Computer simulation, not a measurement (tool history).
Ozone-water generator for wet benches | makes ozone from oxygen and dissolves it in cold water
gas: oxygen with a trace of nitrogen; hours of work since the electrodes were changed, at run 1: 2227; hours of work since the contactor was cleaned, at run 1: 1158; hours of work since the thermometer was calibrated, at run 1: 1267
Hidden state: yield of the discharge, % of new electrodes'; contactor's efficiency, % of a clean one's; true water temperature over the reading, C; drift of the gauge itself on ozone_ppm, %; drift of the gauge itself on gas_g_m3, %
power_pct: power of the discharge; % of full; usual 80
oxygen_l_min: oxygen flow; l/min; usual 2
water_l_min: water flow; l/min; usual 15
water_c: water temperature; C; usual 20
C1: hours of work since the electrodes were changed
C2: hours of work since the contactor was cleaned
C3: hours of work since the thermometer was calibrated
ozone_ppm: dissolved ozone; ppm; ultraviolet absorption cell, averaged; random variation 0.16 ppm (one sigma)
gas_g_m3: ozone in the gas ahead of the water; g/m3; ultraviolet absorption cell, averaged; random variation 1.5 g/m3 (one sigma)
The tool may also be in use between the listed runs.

{"run": 1, "hour": 0.0, "power_pct": 80, "oxygen_l_min": 2, "water_l_min": 15, "water_c": 20, "C1": 2227, "C2": 1158, "C3": 1267, "ozone_ppm": 19.7, "gas_g_m3": 279.5}
{"run": 2, "hour": 76.3, "power_pct": 80, "oxygen_l_min": 2, "water_l_min": 15, "water_c": 20, "C1": 2291, "C2": 1222, "C3": 1330, "ozone_ppm": 19.6, "gas_g_m3": 280.4}
{"run": 3, "hour": 193.3, "power_pct": 69, "oxygen_l_min": 2, "water_l_min": 15, "water_c": 20, "C1": 2389, "C2": 1319, "C3": 1428, "ozone_ppm": 18, "gas_g_m3": 248.8}
{"run": 4, "hour": 292.5, "power_pct": 69, "oxygen_l_min": 2, "water_l_min": 15, "water_c": 20, "C1": 2472, "C2": 1402, "C3": 1511, "ozone_ppm": 17.9, "gas_g_m3": 249.6}
{"run": 5, "hour": 352.5, "power_pct": 80, "oxygen_l_min": 2, "water_l_min": 15, "water_c": 20, "C1": 2522, "C2": 1452, "C3": 1561, "ozone_ppm": 19.8, "gas_g_m3": 279.2}
{"run": 6, "hour": 406.4, "power_pct": 80, "oxygen_l_min": 2, "water_l_min": 15, "water_c": 20, "C1": 2567, "C2": 1497, "C3": 1606, "ozone_ppm": 20.4, "gas_g_m3": 278.6}
{"run": 7, "hour": 457.1, "power_pct": 65, "oxygen_l_min": 1.29, "water_l_min": 10, "water_c": 14, "C1": 2609, "C2": 1540, "C3": 1648, "ozone_ppm": 21.7, "gas_g_m3": 274.8}
{"run": 8, "hour": 553.9, "power_pct": 65, "oxygen_l_min": 1.29, "water_l_min": 10, "water_c": 14, "C1": 2690, "C2": 1620, "C3": 1729, "ozone_ppm": 22, "gas_g_m3": 276.5}
{"run": 9, "hour": 617.3, "power_pct": 65, "oxygen_l_min": 1.29, "water_l_min": 10, "water_c": 14, "C1": 2743, "C2": 1673, "C3": 1782, "ozone_ppm": 21.7, "gas_g_m3": 274.9}
{"run": 10, "hour": 728.4, "power_pct": 65, "oxygen_l_min": 1.29, "water_l_min": 10, "water_c": 14, "C1": 2836, "C2": 1766, "C3": 1875, "ozone_ppm": 21.8, "gas_g_m3": 276}
{"run": 11, "hour": 813.8, "power_pct": 65, "oxygen_l_min": 1.29, "water_l_min": 19, "water_c": 14, "C1": 2907, "C2": 1837, "C3": 1946, "ozone_ppm": 11.7, "gas_g_m3": 274.8}
{"run": 12, "hour": 929.4, "power_pct": 65, "oxygen_l_min": 1.6, "water_l_min": 19, "water_c": 14, "C1": 3004, "C2": 1934, "C3": 2043, "ozone_ppm": 13.1, "gas_g_m3": 256.1}

Forecast each of these 3 alternatives for the next run:
{"run": "A", "hour": 1013.2, "power_pct": 80, "oxygen_l_min": 2, "water_l_min": 15, "water_c": 13, "C1": 3073, "C2": 2004, "C3": 2113, "ozone_ppm": "?", "gas_g_m3": "?"}
{"run": "B", "hour": 1013.2, "power_pct": 66, "oxygen_l_min": 2, "water_l_min": 15, "water_c": 20, "C1": 3073, "C2": 2004, "C3": 2113, "ozone_ppm": "?", "gas_g_m3": "?"}
{"run": "C", "hour": 1013.2, "power_pct": 48, "oxygen_l_min": 1.22, "water_l_min": 15, "water_c": 27, "C1": 3073, "C2": 2004, "C3": 2113, "ozone_ppm": "?", "gas_g_m3": "?"}

run=A ozone_ppm=21.4 gas_g_m3=277.3
run=B ozone_ppm=17.1 gas_g_m3=240.5
run=C ozone_ppm=10.5 gas_g_m3=220.1
Without the tool's hidden state the same runs would have given:
run=A ozone_ppm=21.4 gas_g_m3=279.9
run=B ozone_ppm=17.1 gas_g_m3=242.8
run=C ozone_ppm=10.5 gas_g_m3=222.2
